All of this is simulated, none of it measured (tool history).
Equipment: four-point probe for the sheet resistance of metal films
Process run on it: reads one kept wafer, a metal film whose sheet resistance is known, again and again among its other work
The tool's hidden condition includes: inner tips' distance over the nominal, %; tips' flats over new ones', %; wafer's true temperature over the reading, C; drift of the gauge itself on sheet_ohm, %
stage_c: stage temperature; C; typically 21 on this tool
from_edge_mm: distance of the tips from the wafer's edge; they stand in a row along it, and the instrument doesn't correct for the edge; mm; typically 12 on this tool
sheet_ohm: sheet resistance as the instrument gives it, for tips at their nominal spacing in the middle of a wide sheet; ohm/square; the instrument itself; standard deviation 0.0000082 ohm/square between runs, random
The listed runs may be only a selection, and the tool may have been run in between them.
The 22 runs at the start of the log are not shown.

run     day  stage_c  from_edge_mm  touches since the probe head was changed  hours of work since the stage's thermometer was calibrated  sheet_ohm
 23  27.812       20            75                                     35995                                                         199   0.040812
 24  28.908       22            13                                     36416                                                         210   0.040827
 25  30.446       22             6                                     37006                                                         227   0.041018
 26  31.462       22             7                                     37396                                                         237    0.04095
 27  33.246       22             7                                     38081                                                         256    0.04093
 28  34.979       31            10                                     38747                                                         275   0.040655
 29  36.388       27             8                                     39287                                                         290   0.040798
 30  38.104       21            52                                     39947                                                         308   0.040784
 31  39.421       21            57                                     40452                                                         322    0.04078
 32  40.975       23            59                                     41050                                                         338   0.040735
 33  42.521       28             5                                     41643                                                         355   0.040962
 34  44.329       20            32                                     42338                                                         374   0.040809
 35  45.083       20            32                                     42627                                                         382   0.040795
 36  46.079       20            48                                     43010                                                         393   0.040792
 37   46.85       31             8                                     43306                                                         401   0.040698
 38  47.688       21            27                                     43627                                                         410   0.040783
 39  49.471       20            22                                     44311                                                         429   0.040812
 40  51.146       20            22                                     44956                                                         447   0.040812
 41   52.85       31             6                                     45609                                                         465    0.04079
 42  54.204       31             6                                     46129                                                         479   0.040774
 43  55.596       33             8                                     46664                                                         494   0.040635
 44  57.446       27             8                                     47374                                                         513   0.040763
 45  58.821       27             8                                     47902                                                         528   0.040757

Below are 4 alternative next runs, each starting from the tool's condition after run 45. Predict each:
  A  60.012       21             8                                     48361                                                         541          ?
  B  60.012       21             6                                     48361                                                         541          ?
  C  60.012       28             4                                     48361                                                         541          ?
  D  60.012       27             8                                     48361                                                         541          ?

run  sheet_ohm
  A   0.040901
  B   0.040993
  C   0.041134
  D   0.040762
With no hidden state in the tool, these same runs would have given:
run  sheet_ohm
  A   0.041197
  B   0.041289
  C   0.041431
  D   0.041056

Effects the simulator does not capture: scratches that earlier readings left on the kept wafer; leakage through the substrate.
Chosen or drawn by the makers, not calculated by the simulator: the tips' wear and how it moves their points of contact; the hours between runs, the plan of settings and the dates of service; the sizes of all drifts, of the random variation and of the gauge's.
